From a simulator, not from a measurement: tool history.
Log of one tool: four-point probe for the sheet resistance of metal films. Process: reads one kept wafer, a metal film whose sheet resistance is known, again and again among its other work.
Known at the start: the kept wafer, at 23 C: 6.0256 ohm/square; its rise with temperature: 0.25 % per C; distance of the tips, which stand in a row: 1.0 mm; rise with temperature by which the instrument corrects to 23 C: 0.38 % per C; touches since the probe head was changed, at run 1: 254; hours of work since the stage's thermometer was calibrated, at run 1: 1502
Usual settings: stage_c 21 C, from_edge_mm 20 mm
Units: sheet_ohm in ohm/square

| run | hour | stage_c | from_edge_mm | touches since the probe head was changed | hours of work since the stage's thermometer was calibrated | sheet_ohm |
|---|---|---|---|---|---|---|
| 1 | 0 | 21 | 20 | 254 | 1502 | 6.040747 |
| 2 | 21.2 | 21 | 20 | 579 | 1516 | 6.038697 |
| 3 | 43.7 | 21 | 20 | 922 | 1530 | 6.039618 |
| 4 | 69.5 | 21 | 20 | 1316 | 1546 | 6.039062 |
| 5 | 95.9 | 21 | 20 | 1721 | 1562 | 6.039517 |
| 6 | 119.3 | 21 | 20 | 2079 | 1577 | 6.037966 |
| 7 | 132 | 21 | 20 | 2273 | 1585 | 6.038033 |
| 8 | 151.1 | 21 | 20 | 2565 | 1597 | 6.039287 |
| 9 | 168.3 | 26 | 20 | 2828 | 1608 | 6.001948 |
| 10 | 182.9 | 26 | 20 | 3051 | 1617 | 6.001153 |
| 11 | 194.8 | 26 | 20 | 3233 | 1624 | 6.002465 |
| 12 | 214.4 | 26 | 20 | 3533 | 1637 | 6.000644 |
| 13 | 237.9 | 23 | 20 | 3893 | 1652 | 6.02423 |
| 14 | 260.8 | 21 | 61 | 4242 | 1666 | 6.03188 |
| 15 | 283.1 | 28 | 61 | 4584 | 1680 | 5.979863 |
| 16 | 298.3 | 28 | 61 | 4816 | 1689 | 5.978411 |
|  | 301.1 | stage's thermometer calibrated |
| 17 | 321.1 | 21 | 20 | 5157 | 13 | 6.033877 |
| 18 | 349.1 | 21 | 20 | 5585 | 30 | 6.033847 |
| 19 | 361.4 | 21 | 20 | 5774 | 38 | 6.030596 |
| 20 | 374.1 | 18 | 20 | 5967 | 46 | 6.056148 |
| 21 | 398.1 | 23 | 20 | 6335 | 61 | 6.018836 |
| 22 | 424.8 | 23 | 20 | 6742 | 78 | 6.017465 |
| 23 | 439.4 | 34 | 10 | 6966 | 87 | 5.964977 |
| 24 | 456.2 | 35 | 24 | 7223 | 97 | 5.93118 |
|  | 474.8 | stage's thermometer calibrated, once more |
| 25 | 482.1 | 22 | 24 | 7612 | 5 | 6.035152 |
| 26 | 495.2 | 22 | 24 | 7812 | 13 | 6.031851 |
| 27 | 517.4 | 22 | 24 | 8151 | 27 | 6.036349 |
| 28 | 546.5 | 27 | 24 | 8596 | 45 | 5.994263 |
| 29 | 568 | 27 | 24 | 8925 | 58 | 5.996101 |
| 30 | 587.7 | 21 | 3 | 9226 | 71 | 6.373515 |
| 31 | 611.7 | 30 | 55 | 9594 | 86 | 5.970739 |
| 32 | 630.5 | 21 | 4 | 9881 | 98 | 6.230016 |
| 33 | 650 | 21 | 4 | 10179 | 110 | 6.231309 |
| 34 | 673.3 | 21 | 4 | 10536 | 125 | 6.228677 |
| 35 | 700.8 | 23 | 6 | 10956 | 142 | 6.105955 |
| 36 | 718.4 | 32 | 12 | 11226 | 153 | 5.975261 |
| 37 | 733.2 | 32 | 12 | 11452 | 162 | 5.973732 |
| 38 | 756.8 | 26 | 26 | 11813 | 177 | 5.999767 |
| 39 | 783.8 | 22 | 69 | 12225 | 194 | 6.025113 |
| 40 | 813.2 | 22 | 49 | 12674 | 212 | 6.026351 |
| 41 | 834.8 | 34 | 8 | 13005 | 226 | 5.988649 |
| 42 | 853.4 | 21 | 6 | 13289 | 237 | 6.121674 |
| 43 | 877.8 | 21 | 6 | 13663 | 253 | 6.120402 |
| 44 | 903.2 | 35 | 7 | 14052 | 269 | 5.996909 |

The same runs without the tool's hidden state, with the same run-to-run variation:
The hidden state here: inner tips' distance over the nominal, %; tips' flats over new ones', %; wafer's true temperature over the reading, C; drift of the gauge itself on sheet_ohm, %.
| run | sheet_ohm |
|---|---|
| 1 | 6.049764 |
| 2 | 6.047874 |
| 3 | 6.048981 |
| 4 | 6.048623 |
| 5 | 6.049293 |
| 6 | 6.047914 |
| 7 | 6.048079 |
| 8 | 6.049476 |
| 9 | 6.012123 |
| 10 | 6.011439 |
| 11 | 6.012848 |
| 12 | 6.01117 |
| 13 | 6.035043 |
| 14 | 6.042928 |
| 15 | 5.990866 |
| 16 | 5.989525 |
| 17 | 6.048132 |
| 18 | 6.048332 |
| 19 | 6.045167 |
| 20 | 6.070958 |
| 21 | 6.033626 |
| 22 | 6.032455 |
| 23 | 5.979672 |
| 24 | 5.945905 |
| 25 | 6.040685 |
| 26 | 6.037481 |
| 27 | 6.042159 |
| 28 | 6.000269 |
| 29 | 6.002291 |
| 30 | 6.38025 |
| 31 | 5.977255 |
| 32 | 6.236966 |
| 33 | 6.238416 |
| 34 | 6.235972 |
| 35 | 6.113343 |
| 36 | 5.982611 |
| 37 | 5.981195 |
| 38 | 6.007463 |
| 39 | 6.033074 |
| 40 | 6.034545 |
| 41 | 5.996908 |
| 42 | 6.130311 |
| 43 | 6.129244 |
| 44 | 6.005714 |
